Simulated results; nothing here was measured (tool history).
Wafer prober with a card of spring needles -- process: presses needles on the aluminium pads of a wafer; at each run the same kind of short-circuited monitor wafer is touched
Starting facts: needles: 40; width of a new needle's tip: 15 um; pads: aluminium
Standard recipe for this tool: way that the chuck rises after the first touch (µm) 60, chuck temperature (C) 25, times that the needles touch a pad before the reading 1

run     day  way that the chuck rises after the first touch (µm)  chuck temperature (C)  times that the needles touch a pad before the reading  resistance of one needle with its contact and lead (mohm)  way that a needle slides on the pad (µm)
  1   0.000                                                   60                     25                                                      1                                                        259                                     10.98
      0.238  -- tips cleaned on abrasive film
      0.529  -- tips cleaned on abrasive film
      0.817  -- tips cleaned on abrasive film
      1.054  -- tips cleaned on abrasive film
  2   1.121                                                   60                     25                                                      1                                                        266                                     10.98
      1.300  -- tips cleaned on abrasive film
      1.538  -- tips cleaned on abrasive film
      1.833  -- tips cleaned on abrasive film
  3   1.967                                                   68                     25                                                      1                                                        265                                     12.40
      2.088  -- tips cleaned on abrasive film
      2.383  -- tips cleaned on abrasive film
  4   2.454                                                   68                     25                                                      1                                                        264                                     12.34
      2.633  -- tips cleaned on abrasive film
      2.912  -- tips cleaned on abrasive film
  5   3.038                                                   60                     41                                                      1                                                        275                                     10.84
      3.154  -- tips cleaned on abrasive film
      3.446  -- tips cleaned on abrasive film
      3.733  -- tips cleaned on abrasive film
      4.029  -- tips cleaned on abrasive film
  6   4.158                                                   60                     72                                                      1                                                        283                                     10.82
      4.267  -- tips cleaned on abrasive film
      4.562  -- tips cleaned on abrasive film
      4.800  -- tips cleaned on abrasive film
  7   5.012                                                   44                     25                                                      1                                                        279                                      7.95
      5.071  -- tips cleaned on abrasive film
      5.354  -- tips cleaned on abrasive film
  8   5.567                                                   44                     25                                                      1                                                        279                                      7.90
      5.625  -- tips cleaned on abrasive film
      5.908  -- tips cleaned on abrasive film
      6.146  -- tips cleaned on abrasive film
      6.433  -- tips cleaned on abrasive film
  9   6.488                                                   44                     25                                                      1                                                        282                                      7.87
      6.700  -- tips cleaned on abrasive film
      6.988  -- tips cleaned on abrasive film
 10   7.062                                                   44                     25                                                      1                                                        280                                      7.90
      7.242  -- tips cleaned on abrasive film
      7.529  -- tips cleaned on abrasive film
 11   7.550                                                   60                     25                                                      1                                                        267                                     10.72
      7.771  -- tips cleaned on abrasive film
      8.058  -- tips cleaned on abrasive film
 12   8.271                                                   60                     25                                                      1                                                        265                                     10.75
      8.333  -- tips cleaned on abrasive film
      8.625  -- tips cleaned on abrasive film
      8.862  -- tips cleaned on abrasive film
 13   9.017                                                   77                     25                                                      1                                                        262                                     13.75
      9.138  -- tips cleaned on abrasive film
      9.433  -- tips cleaned on abrasive film
      9.667  -- gauge calibrated
      9.717  -- tips cleaned on abrasive film
 14   9.908                                                   60                     25                                                      1                                                        274                                     10.96
      9.971  -- tips cleaned on abrasive film
     10.262  -- tips cleaned on abrasive film
     10.558  -- tips cleaned on abrasive film
     10.842  -- tips cleaned on abrasive film
 15  10.842                                                   60                     25                                                      2                                                        265                                     10.93
     11.133  -- tips cleaned on abrasive film
     11.425  -- tips cleaned on abrasive film
     11.550  -- height of the first contact set anew
     11.671  -- tips cleaned on abrasive film
 16  11.758                                                   49                     67                                                      2                                                        289                                      8.87
     11.917  -- tips cleaned on abrasive film
     12.154  -- tips cleaned on abrasive film
     12.392  -- tips cleaned on abrasive film
     12.671  -- tips cleaned on abrasive film
 17  12.671                                                   54                    111                                                      1                                                        301                                      9.81
     12.908  -- tips cleaned on abrasive film
     13.188  -- tips cleaned on abrasive film
     13.479  -- tips cleaned on abrasive film
     13.712  -- tips cleaned on abrasive film
 18  13.775                                                   54                    111                                                      1                                                        300                                      9.71
     13.983  -- tips cleaned on abrasive film
     14.271  -- tips cleaned on abrasive film
     14.567  -- tips cleaned on abrasive film
     14.817  -- tips cleaned on abrasive film
 19  14.817                                                   62                     26                                                      1                                                        265                                     11.13
     15.104  -- tips cleaned on abrasive film
     15.342  -- tips cleaned on abrasive film
 20  15.433                                                   48                     26                                                      1                                                        273                                      8.62
     15.612  -- tips cleaned on abrasive film
     15.900  -- tips cleaned on abrasive film
     16.183  -- tips cleaned on abrasive film
 21  16.233                                                   48                     49                                                      2                                                        281                                      8.62
     16.462  -- tips cleaned on abrasive film
     16.754  -- tips cleaned on abrasive film
     17.050  -- tips cleaned on abrasive film
 22  17.246                                                   49                     49                                                      3                                                        285                                      8.77
     17.308  -- tips cleaned on abrasive film
     17.592  -- tips cleaned on abrasive film
     17.871  -- tips cleaned on abrasive film
     18.150  -- tips cleaned on abrasive film
 23  18.329                                                   49                     49                                                      3                                                        280                                      8.72
     18.392  -- tips cleaned on abrasive film
     18.629  -- tips cleaned on abrasive film
 24  18.858                                                   49                     79                                                      1                                                        292                                      8.76
     18.917  -- tips cleaned on abrasive film
     19.200  -- tips cleaned on abrasive film
     19.462  -- tips cleaned on abrasive film
 25  19.462                                                   49                     79                                                      1                                                        294                                      8.71
     19.725  -- tips cleaned on abrasive film
     20.017  -- tips cleaned on abrasive film
 26  20.208                                                   43                     31                                                      1                                                        283                                      7.61
     20.271  -- tips cleaned on abrasive film
     20.562  -- tips cleaned on abrasive film
     20.733  -- gauge calibrated
     20.854  -- tips cleaned on abrasive film
     21.125  -- tips cleaned on abrasive film
 27  21.125                                                   42                     25                                                      3                                                        276                                      7.69
     21.362  -- tips cleaned on abrasive film
     21.654  -- tips cleaned on abrasive film
 28  21.800                                                   56                     58                                                      1                                                        281                                     10.24

Branching from run 28: 4 alternative next runs. What would each branch give?
     21.917  -- tips cleaned on abrasive film
     22.154  -- tips cleaned on abrasive film
  A  22.258                                                   71                     58                                                      1                                                          ?                                         ?
     21.917  -- tips cleaned on abrasive film
     22.154  -- tips cleaned on abrasive film
  B  22.258                                                   63                     38                                                      2                                                          ?                                         ?
     21.917  -- tips cleaned on abrasive film
     22.154  -- tips cleaned on abrasive film
  C  22.258                                                   60                     25                                                      2                                                          ?                                         ?
     21.917  -- tips cleaned on abrasive film
     22.154  -- tips cleaned on abrasive film
  D  22.258                                                   56                     79                                                      1                                                          ?                                         ?

run  resistance of one needle with its contact and lead (mohm)  way that a needle slides on the pad (µm)
  A                                                        273                                     12.99
  B                                                        270                                     11.45
  C                                                        264                                     10.93
  D                                                        291                                     10.22
The same runs, with their run-to-run variation unchanged, on a tool lacking any hidden condition would have given:
run  resistance of one needle with its contact and lead (mohm)  way that a needle slides on the pad (µm)
  A                                                        272                                     13.05
  B                                                        270                                     11.50
  C                                                        264                                     10.99
  D                                                        290                                     10.27
